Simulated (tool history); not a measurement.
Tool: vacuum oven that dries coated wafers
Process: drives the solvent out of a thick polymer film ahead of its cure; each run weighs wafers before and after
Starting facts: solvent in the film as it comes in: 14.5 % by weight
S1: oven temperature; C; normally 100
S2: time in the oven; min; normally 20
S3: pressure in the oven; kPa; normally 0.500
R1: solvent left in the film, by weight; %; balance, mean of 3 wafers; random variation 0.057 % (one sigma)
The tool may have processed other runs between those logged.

| run | day | S1 | S2 | S3 | R1 |
|---|---|---|---|---|---|
| 1 | 0.000 | 100 | 20 | 0.500 | 3.33 |
| 2 | 2.150 | 100 | 20 | 0.500 | 3.22 |
| 3 | 4.233 | 100 | 20 | 0.500 | 3.29 |
| 4 | 6.567 | 100 | 20 | 0.500 | 3.12 |
| 5 | 8.383 | 100 | 20 | 0.500 | 3.13 |
|  | 9.083 | oven's thermocouples calibrated |
| 6 | 11.142 | 100 | 20 | 0.500 | 3.42 |
| 7 | 14.633 | 100 | 20 | 0.500 | 3.45 |
| 8 | 16.258 | 100 | 20 | 0.500 | 3.54 |
| 9 | 19.429 | 100 | 19 | 0.500 | 3.65 |
|  | 21.550 | oven's thermocouples calibrated, once more |
| 10 | 21.804 | 100 | 19 | 0.500 | 3.21 |
| 11 | 23.296 | 92 | 19 | 0.500 | 5.21 |
| 12 | 25.171 | 92 | 19 | 0.500 | 5.34 |
| 13 | 27.662 | 92 | 19 | 0.500 | 5.31 |
| 14 | 31.129 | 92 | 19 | 0.500 | 5.27 |
| 15 | 34.400 | 100 | 20 | 0.500 | 3.02 |
| 16 | 37.079 | 100 | 20 | 0.500 | 3.02 |
| 17 | 38.688 | 100 | 20 | 0.500 | 3.12 |
| 18 | 40.933 | 100 | 20 | 0.500 | 3.02 |
| 19 | 43.746 | 96 | 20 | 0.500 | 4.11 |
| 20 | 45.542 | 96 | 16 | 0.500 | 5.20 |
| 21 | 48.150 | 96 | 16 | 0.500 | 5.15 |
| 22 | 51.796 | 96 | 16 | 0.500 | 5.02 |
| 23 | 53.479 | 100 | 12 | 0.500 | 5.12 |
| 24 | 57.054 | 112 | 28 | 0.500 | 0.62 |
| 25 | 60.404 | 112 | 28 | 0.500 | 0.68 |
| 26 | 62.975 | 112 | 28 | 0.267 | 0.57 |
| 27 | 65.567 | 106 | 28 | 1.752 | 1.71 |
| 28 | 67.783 | 86 | 33 | 0.513 | 5.00 |
| 29 | 69.912 | 86 | 33 | 0.513 | 4.98 |
| 30 | 73.558 | 100 | 17 | 0.334 | 3.86 |
| 31 | 75.162 | 100 | 17 | 0.334 | 3.86 |
| 32 | 76.746 | 102 | 34 | 0.433 | 1.37 |
| 33 | 78.788 | 114 | 12 | 0.805 | 2.30 |
| 34 | 80.683 | 114 | 12 | 0.374 | 2.07 |
| 35 | 83.554 | 103 | 20 | 0.500 | 2.77 |
| 36 | 86.788 | 115 | 16 | 0.301 | 1.19 |
| 37 | 90.092 | 88 | 16 | 0.293 | 7.25 |
| 38 | 93.392 | 88 | 16 | 1.227 | 7.75 |
| 39 | 95.012 | 100 | 32 | 0.500 | 1.88 |
| 40 | 97.342 | 100 | 20 | 0.721 | 3.58 |
|  | 99.025 | oven's thermocouples calibrated |
| 41 | 100.679 | 108 | 16 | 1.595 | 2.66 |
| 42 | 102.975 | 100 | 20 | 0.606 | 3.27 |
| 43 | 105.888 | 100 | 20 | 0.606 | 3.12 |
| 44 | 108.708 | 100 | 25 | 1.070 | 2.72 |
| 45 | 111.583 | 94 | 25 | 1.070 | 4.27 |
| 46 | 114.346 | 112 | 12 | 0.833 | 2.57 |

Each row is a separate what-if for the run after 46, all from the same tool condition, not one after another. Results?
| A | 117.800 | 112 | 23 | 0.442 | ? |
| B | 117.800 | 96 | 19 | 0.690 | ? |
| C | 117.800 | 91 | 12 | 0.833 | ? |
| D | 117.800 | 113 | 15 | 0.294 | ? |
| E | 117.800 | 89 | 27 | 0.591 | ? |

| run | R1 |
|---|---|
| A | 0.90 |
| B | 4.49 |
| C | 7.66 |
| D | 1.51 |
| E | 5.07 |
With no hidden state in the tool, these same runs would have given:
| run | R1 |
|---|---|
| A | 0.51 |
| B | 3.91 |
| C | 7.16 |
| D | 1.13 |
| E | 4.34 |
